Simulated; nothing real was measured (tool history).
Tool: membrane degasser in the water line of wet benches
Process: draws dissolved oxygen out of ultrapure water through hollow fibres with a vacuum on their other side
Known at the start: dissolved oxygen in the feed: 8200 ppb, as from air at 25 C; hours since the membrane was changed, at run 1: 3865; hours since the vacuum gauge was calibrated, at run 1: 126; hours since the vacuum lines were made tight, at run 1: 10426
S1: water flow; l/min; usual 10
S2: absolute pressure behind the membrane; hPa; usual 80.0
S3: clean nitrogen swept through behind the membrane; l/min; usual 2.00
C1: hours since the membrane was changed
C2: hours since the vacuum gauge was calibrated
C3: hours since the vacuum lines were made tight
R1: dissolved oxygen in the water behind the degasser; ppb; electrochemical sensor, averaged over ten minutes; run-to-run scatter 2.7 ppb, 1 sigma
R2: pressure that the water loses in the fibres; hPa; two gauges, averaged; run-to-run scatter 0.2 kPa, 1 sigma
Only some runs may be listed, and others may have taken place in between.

run	hour	S1	S2	S3	C1	C2	C3	R1	R2
1	0.0	10	80.0	2.00	3865	126	10426	268.3	460.3
2	71.1	7	80.0	2.00	3936	197	10497	162.2	320.2
3	163.4	7	80.0	2.00	4028	290	10590	156.4	322.6
4	238.3	7	80.0	2.00	4103	364	10665	160.6	323.9
5	315.4	7	80.0	2.00	4180	442	10742	159.2	318.7
6	415.2	7	80.0	2.00	4280	541	10841	159.6	322.1
7	561.0	7	80.0	2.00	4426	687	10987	159.8	324.9
8	707.2	7	80.0	2.00	4572	833	11133	160.9	318.1
9	777.2	7	80.0	2.00	4642	903	11203	160.7	319.9
10	857.2	10	80.0	2.00	4722	983	11283	274.3	458.6
11	947.8	10	80.0	2.00	4812	1074	11374	269.6	460.0
12	1095.2	10	80.0	2.00	4960	1221	11521	272.2	458.7
13	1161.9	10	80.0	2.00	5026	1288	11588	270.8	457.6
14	1295.9	10	80.0	2.00	5161	1422	11722	275.0	456.5
15	1398.2	10	80.0	2.00	5263	1524	11824	271.9	457.6
16	1530.8	10	80.0	2.00	5395	1657	11957	270.6	463.1
17	1616.7	8	86.4	2.00	5481	1743	12043	199.5	366.3
18	1749.0	8	86.4	1.28	5614	1875	12175	230.0	368.6
19	1884.4	8	86.4	1.28	5749	2010	12311	232.8	366.8

Run 20 has not been measured yet. What should we expect?
20	2016.0	9	127.2	5.70	5881	2142	12442	?	?

R1: 218.7 ppb
R2: 414.5 hPa
Without the tool's hidden state the same run would have given R1 218.5 ppb, R2 414.4 hPa.

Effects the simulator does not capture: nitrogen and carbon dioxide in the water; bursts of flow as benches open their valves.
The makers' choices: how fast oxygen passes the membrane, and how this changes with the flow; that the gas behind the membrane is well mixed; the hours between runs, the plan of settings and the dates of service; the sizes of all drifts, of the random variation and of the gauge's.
